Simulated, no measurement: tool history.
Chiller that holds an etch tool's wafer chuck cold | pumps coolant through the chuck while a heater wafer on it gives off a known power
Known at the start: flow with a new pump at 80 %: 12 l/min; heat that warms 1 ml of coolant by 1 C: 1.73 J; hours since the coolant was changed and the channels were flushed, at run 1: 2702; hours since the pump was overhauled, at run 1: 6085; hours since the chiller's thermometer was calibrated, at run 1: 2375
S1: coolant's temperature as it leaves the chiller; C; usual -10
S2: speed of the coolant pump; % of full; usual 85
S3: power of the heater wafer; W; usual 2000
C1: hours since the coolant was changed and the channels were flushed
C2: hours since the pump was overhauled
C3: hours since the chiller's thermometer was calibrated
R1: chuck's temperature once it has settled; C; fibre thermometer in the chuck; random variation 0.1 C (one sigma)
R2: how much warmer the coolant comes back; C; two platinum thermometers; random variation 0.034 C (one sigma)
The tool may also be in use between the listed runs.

run 1 hour=0 | S1=-10 S2=85 S3=2000 | C1=2702 C2=6085 C3=2375 | R1=3.3 R2=6.1
run 2 hour=134.8 | S1=-10 S2=85 S3=2000 | C1=2837 C2=6220 C3=2510 | R1=3.5 R2=6.06
run 3 hour=218.2 | S1=-10 S2=85 S3=2000 | C1=2920 C2=6303 C3=2594 | R1=3.4 R2=6.07
run 4 hour=364 | S1=-10 S2=85 S3=2000 | C1=3066 C2=6449 C3=2739 | R1=3.6 R2=6.17
run 5 hour=493.8 | S1=-10 S2=85 S3=1364 | C1=3196 C2=6579 C3=2869 | R1=-0.8 R2=4.19
run 6 hour=558.6 | S1=-10 S2=85 S3=2000 | C1=3260 C2=6644 C3=2934 | R1=3.7 R2=6.17
run 7 hour=675.7 | S1=-3 S2=85 S3=2000 | C1=3377 C2=6761 C3=3051 | R1=10.7 R2=6.2
run 8 hour=804.6 | S1=-10 S2=85 S3=2000 | C1=3506 C2=6890 C3=3180 | R1=3.7 R2=6.2
run 9 hour=909 | S1=-10 S2=85 S3=2000 | C1=3611 C2=6994 C3=3284 | R1=3.6 R2=6.17
run 10 hour=979.5 | S1=-10 S2=85 S3=2000 | C1=3681 C2=7064 C3=3355 | R1=3.5 R2=6.2
run 11 hour=1051.8 | S1=-17 S2=85 S3=2000 | C1=3754 C2=7137 C3=3427 | R1=-3.2 R2=6.18
run 12 hour=1194.7 | S1=-17 S2=85 S3=2000 | C1=3896 C2=7280 C3=3570 | R1=-3.3 R2=6.25
-- hour=1288.8 chiller's thermometer calibrated
run 13 hour=1327.4 | S1=-10 S2=67 S3=2000 | C1=4028 C2=7411 C3=39 | R1=6.7 R2=8.15
run 14 hour=1406.7 | S1=-10 S2=67 S3=2000 | C1=4108 C2=7491 C3=118 | R1=6.8 R2=8.13
run 15 hour=1528.2 | S1=-10 S2=85 S3=2940 | C1=4229 C2=7612 C3=239 | R1=10.7 R2=9.2
run 16 hour=1656.7 | S1=-10 S2=85 S3=2940 | C1=4357 C2=7741 C3=368 | R1=10.7 R2=9.15
run 17 hour=1720.5 | S1=-10 S2=85 S3=2940 | C1=4421 C2=7804 C3=432 | R1=10.8 R2=9.25
run 18 hour=1876.6 | S1=-3 S2=85 S3=1948 | C1=4577 C2=7961 C3=588 | R1=10.7 R2=6.18
run 19 hour=2028.1 | S1=-10 S2=85 S3=1227 | C1=4729 C2=8112 C3=739 | R1=-1.2 R2=3.91
run 20 hour=2101.2 | S1=-17 S2=85 S3=1380 | C1=4802 C2=8185 C3=812 | R1=-7.3 R2=4.38
run 21 hour=2181.6 | S1=-17 S2=85 S3=1380 | C1=4882 C2=8266 C3=893 | R1=-7.2 R2=4.44
run 22 hour=2285.9 | S1=-17 S2=87 S3=1380 | C1=4987 C2=8370 C3=997 | R1=-7.2 R2=4.29
run 23 hour=2405.8 | S1=-7 S2=87 S3=2651 | C1=5107 C2=8490 C3=1117 | R1=11.9 R2=8.22
run 24 hour=2474.2 | S1=-14 S2=90 S3=1022 | C1=5175 C2=8558 C3=1185 | R1=-6.9 R2=3.08
run 25 hour=2567.4 | S1=-1 S2=72 S3=2000 | C1=5268 C2=8651 C3=1279 | R1=15.3 R2=7.75
run 26 hour=2711.8 | S1=-8 S2=72 S3=1799 | C1=5413 C2=8796 C3=1423 | R1=6.8 R2=6.94
run 27 hour=2851.1 | S1=-8 S2=73 S3=1435 | C1=5552 C2=8935 C3=1562 | R1=3.6 R2=5.48
run 28 hour=2950.1 | S1=-20 S2=85 S3=1873 | C1=5651 C2=9034 C3=1661 | R1=-6.4 R2=6.03
run 29 hour=3088.5 | S1=-10 S2=81 S3=2511 | C1=5789 C2=9172 C3=1800 | R1=9.1 R2=8.57
run 30 hour=3157.9 | S1=-10 S2=81 S3=2511 | C1=5859 C2=9242 C3=1869 | R1=9 R2=8.63
run 31 hour=3314.8 | S1=-18 S2=89 S3=2511 | C1=6016 C2=9399 C3=2026 | R1=-0.1 R2=7.78

Measured less the same run without the tool's hidden state. The same run-to-run variation is in both; the gauge's scatter may not be:
The hidden state here: heat passed by the chuck's channels, % of clean ones'; flow at a given pump speed, % of a new pump's; coolant's true temperature over the reading, C; drift of the gauge itself on chuck_c, C; drift of the gauge itself on warmer_back_c, C.
run=1 R1=+1.3 R2=+0.68
run=2 R1=+1.3 R2=+0.7
run=3 R1=+1.3 R2=+0.71
run=4 R1=+1.4 R2=+0.73
run=5 R1=+0.9 R2=+0.51
run=6 R1=+1.5 R2=+0.76
run=7 R1=+1.5 R2=+0.77
run=8 R1=+1.5 R2=+0.79
run=9 R1=+1.6 R2=+0.79
run=10 R1=+1.6 R2=+0.8
run=11 R1=+1.7 R2=+0.81
run=12 R1=+1.7 R2=+0.83
run=13 R1=+2.3 R2=+1.11
run=14 R1=+2.3 R2=+1.11
run=15 R1=+2.9 R2=+1.28
run=16 R1=+2.9 R2=+1.3
run=17 R1=+3 R2=+1.32
run=18 R1=+2 R2=+0.9
run=19 R1=+1.3 R2=+0.58
run=20 R1=+1.4 R2=+0.65
run=21 R1=+1.4 R2=+0.66
run=22 R1=+1.5 R2=+0.66
run=23 R1=+3 R2=+1.28
run=24 R1=+1.1 R2=+0.48
run=25 R1=+2.6 R2=+1.21
run=26 R1=+2.4 R2=+1.11
run=27 R1=+1.9 R2=+0.89
run=28 R1=+2.2 R2=+0.99
run=29 R1=+3.3 R2=+1.44
run=30 R1=+3.3 R2=+1.45
run=31 R1=+3.2 R2=+1.32
